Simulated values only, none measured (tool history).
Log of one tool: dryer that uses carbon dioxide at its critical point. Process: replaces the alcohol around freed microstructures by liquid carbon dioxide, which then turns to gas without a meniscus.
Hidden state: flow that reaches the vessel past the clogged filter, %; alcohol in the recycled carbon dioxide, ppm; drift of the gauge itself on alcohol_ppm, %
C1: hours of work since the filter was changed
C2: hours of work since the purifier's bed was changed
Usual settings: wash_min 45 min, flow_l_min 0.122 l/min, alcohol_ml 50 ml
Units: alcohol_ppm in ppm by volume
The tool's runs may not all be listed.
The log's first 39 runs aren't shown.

-- hour=1531.3 inlet filter changed
run 40 hour=1542 | wash_min=45 flow_l_min=0.114 alcohol_ml=62 | C1=8 C2=463 | alcohol_ppm=737
run 41 hour=1594.1 | wash_min=45 flow_l_min=0.114 alcohol_ml=62 | C1=46 C2=501 | alcohol_ppm=768
run 42 hour=1624.4 | wash_min=49 flow_l_min=0.115 alcohol_ml=69 | C1=67 C2=523 | alcohol_ppm=592
run 43 hour=1673.1 | wash_min=44 flow_l_min=0.131 alcohol_ml=69 | C1=103 C2=558 | alcohol_ppm=579
run 44 hour=1717.6 | wash_min=37 flow_l_min=0.198 alcohol_ml=26 | C1=135 C2=590 | alcohol_ppm=225
run 45 hour=1743.8 | wash_min=37 flow_l_min=0.198 alcohol_ml=26 | C1=154 C2=609 | alcohol_ppm=221
run 46 hour=1769.5 | wash_min=34 flow_l_min=0.154 alcohol_ml=27 | C1=173 C2=628 | alcohol_ppm=477
run 47 hour=1800.8 | wash_min=34 flow_l_min=0.154 alcohol_ml=27 | C1=195 C2=651 | alcohol_ppm=493
run 48 hour=1845 | wash_min=46 flow_l_min=0.163 alcohol_ml=43 | C1=227 C2=683 | alcohol_ppm=274

Forecast each of these 3 alternatives for the next run:
run A hour=1872 | wash_min=32 flow_l_min=0.149 alcohol_ml=50 | C1=247 C2=702 | alcohol_ppm=?
run B hour=1872 | wash_min=50 flow_l_min=0.122 alcohol_ml=52 | C1=247 C2=702 | alcohol_ppm=?
run C hour=1872 | wash_min=65 flow_l_min=0.122 alcohol_ml=73 | C1=247 C2=702 | alcohol_ppm=?

run=A alcohol_ppm=1083
run=B alcohol_ppm=510
run=C alcohol_ppm=297
Without the tool's hidden state the same runs would have given:
run=A alcohol_ppm=650
run=B alcohol_ppm=209
run=C alcohol_ppm=55

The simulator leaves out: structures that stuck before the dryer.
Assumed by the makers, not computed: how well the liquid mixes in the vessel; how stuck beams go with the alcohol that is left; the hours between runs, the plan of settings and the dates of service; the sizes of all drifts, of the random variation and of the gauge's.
